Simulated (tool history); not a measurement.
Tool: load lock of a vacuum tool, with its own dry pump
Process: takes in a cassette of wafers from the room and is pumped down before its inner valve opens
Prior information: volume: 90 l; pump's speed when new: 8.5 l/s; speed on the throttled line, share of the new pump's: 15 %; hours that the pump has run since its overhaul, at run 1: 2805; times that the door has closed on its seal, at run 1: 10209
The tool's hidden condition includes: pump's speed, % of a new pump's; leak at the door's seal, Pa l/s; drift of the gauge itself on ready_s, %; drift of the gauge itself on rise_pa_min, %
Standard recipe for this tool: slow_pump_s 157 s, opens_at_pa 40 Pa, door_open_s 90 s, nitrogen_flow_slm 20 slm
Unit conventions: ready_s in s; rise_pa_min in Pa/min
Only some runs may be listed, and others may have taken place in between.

run	hour	slow_pump_s	opens_at_pa	door_open_s	nitrogen_flow_slm	hours that the pump has run since its overhaul	times that the door has closed on its seal	incoming humidity of the room's air, %	ready_s	rise_pa_min
1	0	157	40	90	20	2805	10209	47.5	216.9	0.038
2	114.3	157	40	90	20	2920	10529	44.3	217.2	0.034
3	362.4	157	40	90	20	3168	11222	46.3	217.4	0.04
4	494.9	157	40	90	20	3300	11593	43.3	216.8	0.033
5	750.1	157	40	90	20	3555	12306	42.7	217.2	0.039
6	997.9	157	40	90	20	3803	12998	43.1	217.1	0.032
7	1219.3	157	40	90	20	4025	13617	45	217.1	0.035
8	1479.8	157	40	90	20	4285	14345	42.8	217.5	0.031
9	1602.4	157	40	90	20	4408	14688	45	217.5	0.035
10	1791	157	65	90	20	4596	15215	46.1	212.1	0.036
11	1956.7	157	47	90	20	4762	15678	46.2	215.5	0.034
12	2217.9	157	47	90	20	5023	16408	47	216	0.039
13	2455.8	157	40	28	20	5261	17073	48	216.9	0.017
14	2570.9	157	40	28	20	5376	17395	43.2	217	0.015
15	2778.7	157	40	90	11	5584	17976	44	217.3	0.041
16	2911.2	206	40	90	20	5716	18346	44.3	259.1	0.038
17	3115.3	206	40	90	20	5921	18916	43.8	259.2	0.038
18	3259	157	40	90	20	6064	19318	42	217	0.037
19	3429.7	157	40	90	20	6235	19795	44.3	217.1	0.036
20	3675	106	40	90	5	6480	20480	43.7	173.1	0.047
21	3864	183	38	90	20	6669	21009	47.4	239.5	0.035
22	4044.6	183	38	90	20	6850	21513	43.3	240.3	0.034
23	4171.7	183	38	90	20	6977	21869	42.1	239.8	0.043
24	4279.2	89	64	25	5	7085	22169	43	153.5	0.024
25	4497.4	89	64	25	5	7303	22779	49.5	154	0.03
26	4734.5	89	64	25	5	7540	23442	46.3	154.2	0.026
27	4904.5	89	64	25	5	7710	23917	42.3	153.6	0.022
28	5073.7	89	33	25	5	7879	24390	42.5	161.4	0.029
29	5318.2	89	33	25	14	8123	25073	45.1	160.9	0.015

What does the tool deliver on the next run?
30	5553.2	89	33	25	14	8359	25730	43.8	?	?

Run 30 gave ready_s 161 s, rise_pa_min 0.023 Pa/min.
If the tool had no hidden condition, the same run with the same run-to-run variation would have returned ready_s 161 s, rise_pa_min 0.022 Pa/min.

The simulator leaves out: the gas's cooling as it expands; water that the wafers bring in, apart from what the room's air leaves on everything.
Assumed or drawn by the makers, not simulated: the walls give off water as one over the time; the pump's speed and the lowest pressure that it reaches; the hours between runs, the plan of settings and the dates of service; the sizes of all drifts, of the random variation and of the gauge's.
